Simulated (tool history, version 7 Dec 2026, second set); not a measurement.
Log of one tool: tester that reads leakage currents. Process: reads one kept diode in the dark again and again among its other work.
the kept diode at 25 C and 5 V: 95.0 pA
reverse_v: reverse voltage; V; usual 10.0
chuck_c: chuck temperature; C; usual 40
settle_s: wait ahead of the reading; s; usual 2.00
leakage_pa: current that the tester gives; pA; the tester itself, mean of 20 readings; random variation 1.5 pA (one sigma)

run 1 day=0.000 | reverse_v=10.0 chuck_c=40 settle_s=2.00 | leakage_pa=449.12
run 2 day=4.692 | reverse_v=10.0 chuck_c=40 settle_s=2.00 | leakage_pa=447.57
run 3 day=9.446 | reverse_v=10.0 chuck_c=39 settle_s=2.00 | leakage_pa=412.27
run 4 day=12.079 | reverse_v=10.0 chuck_c=39 settle_s=2.00 | leakage_pa=409.06
-- day=13.608 chuck's temperature calibrated
run 5 day=16.092 | reverse_v=10.0 chuck_c=39 settle_s=2.00 | leakage_pa=484.63
run 6 day=20.421 | reverse_v=10.0 chuck_c=40 settle_s=2.00 | leakage_pa=523.42
run 7 day=24.512 | reverse_v=10.0 chuck_c=40 settle_s=2.00 | leakage_pa=517.65
run 8 day=28.879 | reverse_v=10.0 chuck_c=40 settle_s=2.00 | leakage_pa=516.44
run 9 day=32.058 | reverse_v=10.0 chuck_c=40 settle_s=2.00 | leakage_pa=515.83
run 10 day=37.083 | reverse_v=10.0 chuck_c=40 settle_s=2.00 | leakage_pa=513.95
-- day=38.800 probe card cleaned and baked
run 11 day=40.971 | reverse_v=10.0 chuck_c=40 settle_s=2.00 | leakage_pa=519.15
run 12 day=45.117 | reverse_v=10.0 chuck_c=40 settle_s=2.00 | leakage_pa=515.10
run 13 day=47.971 | reverse_v=10.0 chuck_c=25 settle_s=2.76 | leakage_pa=155.94
run 14 day=52.475 | reverse_v=10.0 chuck_c=24 settle_s=2.00 | leakage_pa=144.89
run 15 day=54.792 | reverse_v=10.0 chuck_c=24 settle_s=2.00 | leakage_pa=145.21
run 16 day=58.483 | reverse_v=10.0 chuck_c=29 settle_s=2.00 | leakage_pa=211.83
-- day=61.308 probe card cleaned and baked, once more
run 17 day=62.475 | reverse_v=9.6 chuck_c=51 settle_s=0.78 | leakage_pa=1182.32
run 18 day=64.842 | reverse_v=18.8 chuck_c=39 settle_s=2.00 | leakage_pa=546.55
run 19 day=70.246 | reverse_v=2.4 chuck_c=37 settle_s=2.00 | leakage_pa=215.89
run 20 day=72.712 | reverse_v=3.6 chuck_c=22 settle_s=2.00 | leakage_pa=61.66
run 21 day=74.904 | reverse_v=4.5 chuck_c=40 settle_s=2.00 | leakage_pa=349.73
run 22 day=78.983 | reverse_v=8.3 chuck_c=54 settle_s=1.78 | leakage_pa=1405.03

Measured less the same run without the tool's hidden state. The same run-to-run variation is in both; the gauge's scatter may not be:
The hidden state here: stray current of the dirty probe card, pA a volt; current scale over the true one, %; true chuck temperature over the reading, C; drift of the gauge itself on leakage_pa, %.
run=1 leakage_pa=-35.47
run=2 leakage_pa=-36.72
run=3 leakage_pa=-33.46
run=4 leakage_pa=-33.86
run=5 leakage_pa=+37.87
run=6 leakage_pa=+37.05
run=7 leakage_pa=+35.14
run=8 leakage_pa=+33.43
run=9 leakage_pa=+32.27
run=10 leakage_pa=+30.42
run=11 leakage_pa=+34.33
run=12 leakage_pa=+32.39
run=13 leakage_pa=+33.52
run=14 leakage_pa=+33.55
run=15 leakage_pa=+33.57
run=16 leakage_pa=+32.33
run=17 leakage_pa=-22.36
run=18 leakage_pa=-12.57
run=19 leakage_pa=-6.36
run=20 leakage_pa=-1.88
run=21 leakage_pa=-11.56
run=22 leakage_pa=-46.57

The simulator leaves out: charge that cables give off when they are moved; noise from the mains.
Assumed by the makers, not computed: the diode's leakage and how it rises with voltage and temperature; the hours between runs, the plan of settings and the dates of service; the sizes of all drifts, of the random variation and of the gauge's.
